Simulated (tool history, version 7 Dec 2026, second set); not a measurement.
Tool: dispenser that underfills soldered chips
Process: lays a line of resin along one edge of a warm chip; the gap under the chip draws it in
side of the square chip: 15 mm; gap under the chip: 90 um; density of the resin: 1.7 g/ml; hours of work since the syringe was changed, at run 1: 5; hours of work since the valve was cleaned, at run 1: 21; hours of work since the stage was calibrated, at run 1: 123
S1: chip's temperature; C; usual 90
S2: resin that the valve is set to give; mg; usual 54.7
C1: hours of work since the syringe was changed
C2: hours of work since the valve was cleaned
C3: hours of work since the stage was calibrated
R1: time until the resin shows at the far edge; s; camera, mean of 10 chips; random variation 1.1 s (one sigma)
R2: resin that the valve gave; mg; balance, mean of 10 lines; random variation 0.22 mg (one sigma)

run,hour,S1,S2,C1,C2,C3,R1,R2
1,0.0,90,54.7,5,21,123,127.9,54.21
2,4.5,90,54.7,8,24,126,150.3,54.03
# hour 6.9: new syringe of resin
3,11.4,90,54.7,3,28,131,118.6,54.07
4,15.5,90,60.2,6,31,133,133.1,59.35
5,20.1,103,54.7,9,34,136,93.5,53.90
# hour 21.4: new syringe of resin
6,23.6,90,68.1,1,36,139,104.2,66.77
7,27.9,90,68.1,4,39,142,123.3,67.07
8,34.1,90,68.1,8,43,146,150.3,66.77
# hour 35.7: new syringe of resin
9,40.0,90,59.4,3,47,149,113.4,57.97
10,46.0,90,54.7,7,51,153,139.6,53.35
# hour 50.0: new syringe of resin
11,50.3,90,54.2,0,54,156,101.3,52.78
12,55.6,102,54.7,4,57,160,73.9,53.34
13,61.7,102,54.7,8,61,164,92.4,53.08
# hour 64.2: new syringe of resin
14,66.9,90,54.7,2,65,167,109.8,53.28
15,71.3,90,54.7,5,67,170,128.4,52.86
16,77.5,90,54.7,9,72,174,158.8,52.83
# hour 78.2: new syringe of resin
17,81.1,90,54.7,2,74,176,109.6,52.89

Forecast run 18:
18,85.8,90,54.7,5,77,179,?,?

{"run 18": {"R1": 127.8, "R2": 52.9}}
Without the tool's hidden state the same run would have given R1 100.8 s, R2 54.80 mg.
